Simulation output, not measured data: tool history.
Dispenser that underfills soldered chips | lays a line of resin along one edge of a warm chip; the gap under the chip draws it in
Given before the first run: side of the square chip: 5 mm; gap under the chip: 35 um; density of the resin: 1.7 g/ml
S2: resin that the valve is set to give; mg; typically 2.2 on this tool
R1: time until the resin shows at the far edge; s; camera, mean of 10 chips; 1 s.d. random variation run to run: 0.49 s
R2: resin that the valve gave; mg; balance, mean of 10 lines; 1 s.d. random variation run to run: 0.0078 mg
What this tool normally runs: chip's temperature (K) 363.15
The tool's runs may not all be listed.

{"run": 1, "hour": 0.0, "chip's temperature (K)": 363.15, "S2": 2.2, "R1": 62, "R2": 2.195}
{"hour": 2.6, "done": "new syringe of resin"}
{"run": 2, "hour": 5.7, "chip's temperature (K)": 363.15, "S2": 2.2, "R1": 44.8, "R2": 2.2}
{"run": 3, "hour": 11.4, "chip's temperature (K)": 363.15, "S2": 2.2, "R1": 52.3, "R2": 2.197}
{"run": 4, "hour": 17.4, "chip's temperature (K)": 363.15, "S2": 2.2, "R1": 65, "R2": 2.195}
{"hour": 18.4, "done": "new syringe of resin"}
{"run": 5, "hour": 21.0, "chip's temperature (K)": 363.15, "S2": 2.2, "R1": 42.9, "R2": 2.201}
{"run": 6, "hour": 24.9, "chip's temperature (K)": 363.15, "S2": 2.2, "R1": 49.5, "R2": 2.188}
{"run": 7, "hour": 30.1, "chip's temperature (K)": 363.15, "S2": 2.2, "R1": 58.6, "R2": 2.18}
{"hour": 34.3, "done": "new syringe of resin"}
{"run": 8, "hour": 36.6, "chip's temperature (K)": 363.15, "S2": 2.2, "R1": 43, "R2": 2.185}
{"run": 9, "hour": 41.2, "chip's temperature (K)": 363.15, "S2": 2.2, "R1": 50.4, "R2": 2.199}
{"run": 10, "hour": 47.5, "chip's temperature (K)": 365.15, "S2": 2.41, "R1": 57.1, "R2": 2.37}
{"hour": 50.4, "done": "new syringe of resin"}
{"run": 11, "hour": 53.4, "chip's temperature (K)": 365.15, "S2": 2.41, "R1": 41.8, "R2": 2.383}
{"run": 12, "hour": 56.2, "chip's temperature (K)": 349.15, "S2": 2.41, "R1": 72.7, "R2": 2.393}
{"run": 13, "hour": 62.4, "chip's temperature (K)": 377.15, "S2": 2.34, "R1": 41.4, "R2": 2.318}
{"hour": 66.4, "done": "new syringe of resin"}
{"run": 14, "hour": 66.7, "chip's temperature (K)": 377.15, "S2": 2.34, "R1": 27.4, "R2": 2.307}

What if the next run were any one of these 3? Each begins from the tool's condition after run 14:
{"run": "A", "hour": 71.7, "chip's temperature (K)": 358.15, "S2": 2.26, "R1": "?", "R2": "?"}
{"run": "B", "hour": 71.7, "chip's temperature (K)": 362.15, "S2": 2.34, "R1": "?", "R2": "?"}
{"run": "C", "hour": 71.7, "chip's temperature (K)": 350.15, "S2": 2.18, "R1": "?", "R2": "?"}

run=A R1=54.4 R2=2.219
run=B R1=49.4 R2=2.322
run=C R1=70.5 R2=2.158
Stripped of hidden state, with their random variation kept, the same runs would have yielded:
run=A R1=43.5 R2=2.252
run=B R1=39.6 R2=2.356
run=C R1=56.2 R2=2.19
